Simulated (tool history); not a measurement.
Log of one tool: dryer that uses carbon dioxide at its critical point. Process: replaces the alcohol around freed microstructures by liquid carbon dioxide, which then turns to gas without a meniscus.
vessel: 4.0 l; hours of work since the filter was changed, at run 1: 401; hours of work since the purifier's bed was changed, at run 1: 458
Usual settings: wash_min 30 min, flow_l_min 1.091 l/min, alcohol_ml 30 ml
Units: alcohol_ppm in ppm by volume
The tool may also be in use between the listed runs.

run     day  wash_min  flow_l_min  alcohol_ml  hours of work since the filter was changed  hours of work since the purifier's bed was changed  alcohol_ppm
  1       0        30       1.091          30                                         401                                                 458          175
  2   0.442        30       1.091          30                                         409                                                 466          182
  3   0.833        30       1.091          30                                         416                                                 472          192
  4     1.2        18       1.091          30                                         422                                                 478          483
  5   1.475        30        1.72          30                                         427                                                 483          154
  6   1.967        30        1.72          30                                         435                                                 492          157
  7   2.542        30       1.091          57                                         445                                                 501          231
  8   3.162        30       1.091          30                                         455                                                 512          190
      3.333  -- purifier's bed changed
  9   3.742        30       1.091          30                                         463                                                   7           50
 10   4.217        30       1.091          30                                         471                                                  15           49
 11   4.825        30       1.091          30                                         482                                                  25           65
 12   5.375        18       1.091          30                                         491                                                  35          384
 13   5.979        18       1.091          30                                         501                                                  45          390
 14   6.533        18       1.091          30                                         511                                                  55          401
 15   6.988        18       1.091          30                                         518                                                  62          391
 16   7.542        30       1.091          30                                         528                                                  72           77
 17   7.921        30       1.091          30                                         534                                                  78           78
 18   8.254        30       1.091          30                                         540                                                  84           78
 19   8.883        30       1.091          30                                         551                                                  95           85
 20   9.188        19        1.68          84                                         556                                                 100          183
 21   9.562        19        1.68          84                                         562                                                 106          199
 22   9.971        30        0.67          37                                         569                                                 113          505
     10.238  -- inlet filter changed
 23  10.488        19        0.67          55                                           4                                                 121         1628
 24  10.888        19        0.67          24                                          11                                                 128          708
 25  11.212        19        0.67          24                                          17                                                 134          730
 26  11.471        19        0.67          24                                          21                                                 138          723
 27  11.788        26         0.7          24                                          26                                                 143          308
 28  12.067        22        1.53          30                                          31                                                 148           74
 29  12.533        22        1.53          30                                          39                                                 156           68
 30  12.862        19        1.53          30                                          45                                                 162           96
 31  13.233        29        1.41          30                                          51                                                 168           57
 32    13.8        30         1.1          30                                          61                                                 178           84
 33  14.154        34        0.74          30                                          67                                                 184          171
 34  14.638        21       1.091          56                                          75                                                 192          334
 35    15.1        30        0.79          91                                          83                                                 200          480

The same runs without the tool's hidden state, with the same run-to-run variation:
The hidden state here: flow that reaches the vessel past the clogged filter, %; alcohol in the recycled carbon dioxide, ppm; drift of the gauge itself on alcohol_ppm, %.
run  alcohol_ppm
  1           24
  2           26
  3           40
  4          239
  5           12
  6           11
  7           41
  8           21
  9           24
 10           21
 11           33
 12          245
 13          243
 14          248
 15          241
 16           29
 17           27
 18           25
 19           28
 20           67
 21           80
 22          286
 23         1562
 24          657
 25          674
 26          665
 27          256
 28           28
 29           21
 30           44
 31            8
 32           30
 33          108
 34          253
 35          378
